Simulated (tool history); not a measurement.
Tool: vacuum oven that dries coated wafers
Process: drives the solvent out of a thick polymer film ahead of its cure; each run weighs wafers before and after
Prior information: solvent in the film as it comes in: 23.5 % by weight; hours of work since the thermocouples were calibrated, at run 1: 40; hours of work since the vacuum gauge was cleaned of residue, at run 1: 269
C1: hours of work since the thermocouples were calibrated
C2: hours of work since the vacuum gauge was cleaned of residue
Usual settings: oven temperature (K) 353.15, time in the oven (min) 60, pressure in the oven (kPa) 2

Run 1, hour 0: usual settings; C1 40; C2 269. Result: solvent left in the film (%) 2.3.
Run 2, hour 22: usual settings but pressure in the oven (kPa) 2.05; C1 58; C2 287. Result: solvent left in the film (%) 2.23.
Run 3, hour 39.2: usual settings but pressure in the oven (kPa) 2.05; C1 72; C2 300. Result: solvent left in the film (%) 2.21.
Run 4, hour 56.2: usual settings but pressure in the oven (kPa) 2.05; C1 85; C2 314. Result: solvent left in the film (%) 2.33.
Run 5, hour 81.3: usual settings but time in the oven (min) 91; C1 105; C2 334. Result: solvent left in the film (%) 1.01.
Run 6, hour 104.9: usual settings but time in the oven (min) 51; C1 124; C2 353. Result: solvent left in the film (%) 3.04.
Run 7, hour 124.7: usual settings but time in the oven (min) 63; C1 140; C2 368. Result: solvent left in the film (%) 2.14.
Run 8, hour 142.7: usual settings; C1 154; C2 383. Result: solvent left in the film (%) 2.29.
Run 9, hour 161.3: usual settings but pressure in the oven (kPa) 2.67; C1 169; C2 398. Result: solvent left in the film (%) 2.46.
Run 10, hour 183: usual settings but pressure in the oven (kPa) 2.67; C1 186; C2 415. Result: solvent left in the film (%) 2.52.
Run 11, hour 195.4: usual settings but time in the oven (min) 92, pressure in the oven (kPa) 2.67; C1 196; C2 425. Result: solvent left in the film (%) 1.34.
Run 12, hour 216.3: usual settings but time in the oven (min) 92, pressure in the oven (kPa) 2.67; C1 213; C2 441. Result: solvent left in the film (%) 1.29.
Run 13, hour 241.8: usual settings but time in the oven (min) 81, pressure in the oven (kPa) 2.67; C1 233; C2 462. Result: solvent left in the film (%) 1.59.
Run 14, hour 255.1: usual settings; C1 243; C2 472. Result: solvent left in the film (%) 2.36.
Run 15, hour 268.3: usual settings; C1 254; C2 483. Result: solvent left in the film (%) 2.33.
Run 16, hour 279.9: usual settings; C1 263; C2 492. Result: solvent left in the film (%) 2.4.
Run 17, hour 298.9: usual settings; C1 278; C2 507. Result: solvent left in the film (%) 2.44.
Run 18, hour 317.6: usual settings; C1 293; C2 522. Result: solvent left in the film (%) 2.41.
At hour 321: vacuum gauge cleaned of residue and calibrated.
Run 19, hour 338.4: usual settings but time in the oven (min) 41; C1 309; C2 14. Result: solvent left in the film (%) 4.31.
Run 20, hour 349.4: usual settings but time in the oven (min) 41; C1 317; C2 23. Result: solvent left in the film (%) 4.27.
Run 21, hour 365.5: usual settings but oven temperature (K) 349.15; C1 330; C2 35. Result: solvent left in the film (%) 3.72.
At hour 377.5: vacuum gauge cleaned of residue and calibrated, once more.
Run 22, hour 379.3: usual settings but pressure in the oven (kPa) 1.21; C1 340; C2 1. Result: solvent left in the film (%) 2.1.
Run 23, hour 405.3: usual settings but time in the oven (min) 50; C1 361; C2 22. Result: solvent left in the film (%) 3.16.
Run 24, hour 421.3: usual settings but time in the oven (min) 50; C1 373; C2 35. Result: solvent left in the film (%) 3.3.
Run 25, hour 437.5: usual settings but time in the oven (min) 50; C1 386; C2 48. Result: solvent left in the film (%) 3.21.
Run 26, hour 450.6: usual settings but time in the oven (min) 50; C1 397; C2 58. Result: solvent left in the film (%) 3.26.
Run 27, hour 466.7: usual settings but time in the oven (min) 79; C1 409; C2 71. Result: solvent left in the film (%) 1.45.
Run 28, hour 478.4: usual settings but time in the oven (min) 79; C1 419; C2 80. Result: solvent left in the film (%) 1.46.
Run 29, hour 496.7: usual settings but oven temperature (K) 362.15, time in the oven (min) 52; C1 433; C2 95. Result: solvent left in the film (%) 1.02.
Run 30, hour 513.5: usual settings but oven temperature (K) 362.15, time in the oven (min) 52; C1 447; C2 108. Result: solvent left in the film (%) 1.07.
Run 31, hour 536.9: usual settings but oven temperature (K) 348.15, time in the oven (min) 77; C1 465; C2 127. Result: solvent left in the film (%) 2.73.
Run 32, hour 551.1: usual settings but oven temperature (K) 340.15, time in the oven (min) 77; C1 477; C2 138. Result: solvent left in the film (%) 5.94.
Run 33, hour 567.3: usual settings but oven temperature (K) 367.15, time in the oven (min) 57, pressure in the oven (kPa) 3.09; C1 489; C2 151. Result: solvent left in the film (%) 0.67.
Run 34, hour 587.6: usual settings but oven temperature (K) 339.15, time in the oven (min) 68, pressure in the oven (kPa) 3.28; C1 506; C2 167. Result: solvent left in the film (%) 7.36.
Run 35, hour 605.4: usual settings but time in the oven (min) 44, pressure in the oven (kPa) 3.82; C1 520; C2 181. Result: solvent left in the film (%) 4.44.
Run 36, hour 623.9: usual settings but oven temperature (K) 344.15, time in the oven (min) 44, pressure in the oven (kPa) 3.75; C1 535; C2 196. Result: solvent left in the film (%) 8.27.
Run 37, hour 635.2: usual settings but oven temperature (K) 344.15, time in the oven (min) 44, pressure in the oven (kPa) 3.75; C1 544; C2 205. Result: solvent left in the film (%) 8.37.
Run 38, hour 648.8: usual settings but oven temperature (K) 344.15, time in the oven (min) 68, pressure in the oven (kPa) 3.75; C1 554; C2 216. Result: solvent left in the film (%) 5.64.
Run 39, hour 673.4: usual settings but oven temperature (K) 344.15, time in the oven (min) 67, pressure in the oven (kPa) 4.93; C1 574; C2 235. Result: solvent left in the film (%) 6.09.
Run 40, hour 689.9: usual settings but oven temperature (K) 344.15, time in the oven (min) 67, pressure in the oven (kPa) 4.93; C1 587; C2 249. Result: solvent left in the film (%) 6.16.
Run 41, hour 715.7: usual settings but oven temperature (K) 363.15, time in the oven (min) 71, pressure in the oven (kPa) 7.27; C1 608; C2 269. Result: solvent left in the film (%) 1.66.
Run 42, hour 736.1: usual settings but oven temperature (K) 363.15, time in the oven (min) 96, pressure in the oven (kPa) 1.87; C1 624; C2 285. Result: solvent left in the film (%) 0.51.
Run 43, hour 757.1: usual settings but oven temperature (K) 343.15, time in the oven (min) 48, pressure in the oven (kPa) 2.78; C1 641; C2 302. Result: solvent left in the film (%) 7.9.
Run 44, hour 772.3: usual settings but oven temperature (K) 343.15, time in the oven (min) 48, pressure in the oven (kPa) 2.78; C1 653; C2 314. Result: solvent left in the film (%) 8.01.
Run 45, hour 795.2: usual settings but time in the oven (min) 85, pressure in the oven (kPa) 3.42; C1 671; C2 332. Result: solvent left in the film (%) 1.73.

What if the next run were any one of these 3? Each begins from the tool's condition after run 45:
Run A, hour 812.9: usual settings but oven temperature (K) 341.15, time in the oven (min) 85, pressure in the oven (kPa) 2.33; C1 685; C2 347. Result: solvent left in the film (%) ?.
Run B, hour 812.9: usual settings but time in the oven (min) 42, pressure in the oven (kPa) 1.88; C1 685; C2 347. Result: solvent left in the film (%) ?.
Run C, hour 812.9: usual settings but time in the oven (min) 69, pressure in the oven (kPa) 3.42; C1 685; C2 347. Result: solvent left in the film (%) ?.

run  solvent left in the film (%)
  A                          5.06
  B                          4.48
  C                          2.54
With the hidden condition removed and each run's random variation left untouched, the same runs would have given:
run  solvent left in the film (%)
  A                          4.45
  B                          3.94
  C                          2.18
